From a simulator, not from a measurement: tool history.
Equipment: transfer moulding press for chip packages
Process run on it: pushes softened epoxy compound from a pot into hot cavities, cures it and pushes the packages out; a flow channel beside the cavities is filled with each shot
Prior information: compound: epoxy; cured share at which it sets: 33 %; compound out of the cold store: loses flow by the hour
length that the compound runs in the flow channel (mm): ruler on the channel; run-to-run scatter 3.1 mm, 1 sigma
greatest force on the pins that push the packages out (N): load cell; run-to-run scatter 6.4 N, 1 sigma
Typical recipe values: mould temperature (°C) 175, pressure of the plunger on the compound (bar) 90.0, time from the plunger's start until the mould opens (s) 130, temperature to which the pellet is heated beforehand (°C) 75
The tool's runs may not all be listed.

run	hour	mould temperature (°C)	pressure of the plunger on the compound (bar)	time from the plunger's start until the mould opens (s)	temperature to which the pellet is heated beforehand (°C)	incoming compound's hours out of the cold store	length that the compound runs in the flow channel (mm)	greatest force on the pins that push the packages out (N)
1	0.0	175	90.0	130	75	12.0	808	431
2	11.0	175	90.0	130	75	16.5	794	452
3	27.0	175	90.0	130	75	42.2	741	489
# hour 34.0: cavities cleaned with cleaning compound and waxed
4	44.7	175	90.0	130	75	28.1	759	321
5	61.5	175	90.0	130	75	16.4	791	414
6	74.8	175	90.0	130	75	17.8	791	444
7	88.1	175	90.0	130	75	16.6	792	494
# hour 97.9: cavities cleaned with cleaning compound and waxed
8	105.8	176	90.0	142	75	40.0	733	290
9	121.8	173	78.1	133	71	45.4	672	398
10	135.9	173	78.1	127	79	31.4	707	481
11	144.5	179	78.1	140	72	29.8	698	430
12	158.9	176	76.5	168	72	40.1	675	446
# hour 162.5: cavities cleaned with cleaning compound and waxed
13	170.4	172	87.0	130	68	21.9	761	346

Had the tool no unlogged condition, and each run kept its random variation, what would the results have been?
Hidden state at play: true mould temperature over the reading, C; pressure that reaches the compound, % of what is set; grip of the stained cavities, % over clean ones'; drift of the gauge itself on flow_mm, %; drift of the gauge itself on push_out_n, %.
run	length that the compound runs in the flow channel (mm)	greatest force on the pins that push the packages out (N)
1	810	258
2	796	250
3	744	252
4	763	246
5	797	256
6	797	251
7	799	260
8	740	237
9	679	254
10	715	270
11	707	237
12	685	231
13	772	276
